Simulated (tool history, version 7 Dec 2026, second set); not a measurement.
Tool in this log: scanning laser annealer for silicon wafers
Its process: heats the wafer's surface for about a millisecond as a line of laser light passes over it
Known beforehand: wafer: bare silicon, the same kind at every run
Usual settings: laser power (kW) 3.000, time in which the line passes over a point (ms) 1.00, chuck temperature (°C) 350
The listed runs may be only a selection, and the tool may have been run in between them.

run   hour  laser power (kW)  time in which the line passes over a point (ms)  chuck temperature (°C)  highest temperature of the surface (°C)
  1    0.0             3.000                                             1.00                     350                                     1063
  2   10.5             3.000                                             1.00                     350                                     1065
  3   15.8             3.000                                             1.00                     350                                     1063
  4   21.5             3.000                                             1.00                     350                                     1065
  5   30.5             3.000                                             1.00                     345                                     1058
  6   35.6             3.000                                             1.00                     350                                     1059
  7   45.8             3.000                                             1.00                     350                                     1062
  8   53.9             3.000                                             1.00                     350                                     1064
  9   62.6             3.000                                             1.00                     350                                     1062
      73.6  -- window over the wafer cleaned
 10   73.9             3.000                                             1.00                     350                                     1102
 11   83.7             3.000                                             1.00                     350                                     1100
 12   91.1             3.000                                             1.00                     350                                     1097
 13  100.4             3.000                                             1.00                     350                                     1100
 14  105.4             3.000                                             1.00                     350                                     1100
 15  114.2             2.604                                             0.78                     384                                      939
 16  122.2             3.000                                             0.92                     345                                     1056
 17  129.9             3.194                                             1.24                     312                                     1218
 18  139.7             3.194                                             1.24                     312                                     1218
 19  150.5             3.194                                             1.24                     312                                     1217
 20  155.3             3.194                                             1.24                     312                                     1217
 21  166.1             3.194                                             1.24                     312                                     1216
 22  176.0             3.087                                             0.84                     350                                     1046
 23  183.5             3.000                                             0.93                     350                                     1067
 24  192.3             3.176                                             1.00                     350                                     1142
 25  202.9             2.596                                             0.76                     340                                      883
 26  208.3             2.981                                             0.97                     311                                     1034
 27  216.7             2.981                                             0.94                     390                                     1105

Here are 4 independent what-if runs from the current tool condition. What would each one return?
  A  227.5             3.273                                             1.00                     350                                        ?
  B  227.5             3.000                                             1.00                     360                                        ?
  C  227.5             2.858                                             0.94                     360                                        ?
  D  227.5             3.157                                             1.00                     350                                        ?

run  highest temperature of the surface (°C)
  A                                     1166
  B                                     1106
  C                                     1041
  D                                     1135
Without the tool's unlogged condition, the same runs would have read:
run  highest temperature of the surface (°C)
  A                                     1189
  B                                     1127
  C                                     1060
  D                                     1157
